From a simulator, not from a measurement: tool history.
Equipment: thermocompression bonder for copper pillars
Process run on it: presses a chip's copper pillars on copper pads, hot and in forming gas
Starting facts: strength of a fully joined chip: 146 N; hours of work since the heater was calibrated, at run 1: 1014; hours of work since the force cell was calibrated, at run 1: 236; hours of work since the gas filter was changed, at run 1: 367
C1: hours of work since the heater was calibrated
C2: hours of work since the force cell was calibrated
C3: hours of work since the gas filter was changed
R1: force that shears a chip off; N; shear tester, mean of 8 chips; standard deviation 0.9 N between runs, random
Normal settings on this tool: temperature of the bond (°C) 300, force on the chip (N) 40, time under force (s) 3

run 1 hour=0 | temperature_of_the_bond_(°C)=300 force_on_the_chip_(N)=40 time_under_force_(s)=3 | C1=1014 C2=236 C3=367 | R1=78.6
run 2 hour=14.4 | temperature_of_the_bond_(°C)=300 force_on_the_chip_(N)=40 time_under_force_(s)=3 | C1=1025 C2=247 C3=377 | R1=77.5
run 3 hour=21.4 | temperature_of_the_bond_(°C)=301 force_on_the_chip_(N)=40 time_under_force_(s)=3 | C1=1030 C2=252 C3=383 | R1=79.1
run 4 hour=34.1 | temperature_of_the_bond_(°C)=301 force_on_the_chip_(N)=40 time_under_force_(s)=3 | C1=1039 C2=261 C3=392 | R1=77.5
run 5 hour=47 | temperature_of_the_bond_(°C)=301 force_on_the_chip_(N)=40 time_under_force_(s)=2 | C1=1049 C2=271 C3=401 | R1=68.8
-- hour=56.5 forming gas filter changed
run 6 hour=62.7 | temperature_of_the_bond_(°C)=293 force_on_the_chip_(N)=40 time_under_force_(s)=3 | C1=1060 C2=282 C3=5 | R1=80.1
run 7 hour=70 | temperature_of_the_bond_(°C)=295 force_on_the_chip_(N)=40 time_under_force_(s)=3 | C1=1066 C2=288 C3=10 | R1=81.4
run 8 hour=86.8 | temperature_of_the_bond_(°C)=300 force_on_the_chip_(N)=40 time_under_force_(s)=2 | C1=1078 C2=300 C3=22 | R1=74.5
run 9 hour=97.6 | temperature_of_the_bond_(°C)=300 force_on_the_chip_(N)=40 time_under_force_(s)=2 | C1=1086 C2=308 C3=30 | R1=73.6
run 10 hour=108.2 | temperature_of_the_bond_(°C)=300 force_on_the_chip_(N)=40 time_under_force_(s)=6 | C1=1094 C2=316 C3=38 | R1=103.7
run 11 hour=119.4 | temperature_of_the_bond_(°C)=300 force_on_the_chip_(N)=40 time_under_force_(s)=3 | C1=1102 C2=324 C3=47 | R1=84.5
run 12 hour=128.8 | temperature_of_the_bond_(°C)=300 force_on_the_chip_(N)=40 time_under_force_(s)=3 | C1=1109 C2=331 C3=54 | R1=84.8
run 13 hour=142.5 | temperature_of_the_bond_(°C)=300 force_on_the_chip_(N)=40 time_under_force_(s)=4 | C1=1119 C2=341 C3=64 | R1=91.1
run 14 hour=151.3 | temperature_of_the_bond_(°C)=300 force_on_the_chip_(N)=40 time_under_force_(s)=4 | C1=1126 C2=348 C3=70 | R1=92.1
run 15 hour=159.6 | temperature_of_the_bond_(°C)=300 force_on_the_chip_(N)=40 time_under_force_(s)=4 | C1=1132 C2=354 C3=76 | R1=92.5
run 16 hour=173.8 | temperature_of_the_bond_(°C)=300 force_on_the_chip_(N)=40 time_under_force_(s)=4 | C1=1143 C2=365 C3=87 | R1=91.9
run 17 hour=189.1 | temperature_of_the_bond_(°C)=300 force_on_the_chip_(N)=40 time_under_force_(s)=7 | C1=1154 C2=376 C3=98 | R1=105.3
run 18 hour=196.2 | temperature_of_the_bond_(°C)=300 force_on_the_chip_(N)=29 time_under_force_(s)=3 | C1=1159 C2=381 C3=104 | R1=60.9
run 19 hour=207.4 | temperature_of_the_bond_(°C)=296 force_on_the_chip_(N)=31 time_under_force_(s)=4 | C1=1167 C2=389 C3=112 | R1=70.7
run 20 hour=220 | temperature_of_the_bond_(°C)=313 force_on_the_chip_(N)=59 time_under_force_(s)=3 | C1=1177 C2=399 C3=121 | R1=116.5
run 21 hour=227.8 | temperature_of_the_bond_(°C)=300 force_on_the_chip_(N)=55 time_under_force_(s)=2 | C1=1183 C2=405 C3=127 | R1=95.4
run 22 hour=240.3 | temperature_of_the_bond_(°C)=314 force_on_the_chip_(N)=52 time_under_force_(s)=2 | C1=1192 C2=414 C3=136 | R1=98.2
run 23 hour=254.8 | temperature_of_the_bond_(°C)=270 force_on_the_chip_(N)=44 time_under_force_(s)=9 | C1=1203 C2=425 C3=147 | R1=101.9
-- hour=257 force cell calibrated
run 24 hour=269 | temperature_of_the_bond_(°C)=270 force_on_the_chip_(N)=44 time_under_force_(s)=9 | C1=1212 C2=9 C3=156 | R1=101.4

The next listed run, before its measurement:
run 25 hour=279.6 | temperature_of_the_bond_(°C)=300 force_on_the_chip_(N)=27 time_under_force_(s)=3 | C1=1220 C2=17 C3=164 | R1=?

{"run 25": {"R1": 55.4}}
With the hidden condition absent and the run-to-run variation left alone, this run would have shown R1 51.4 N.
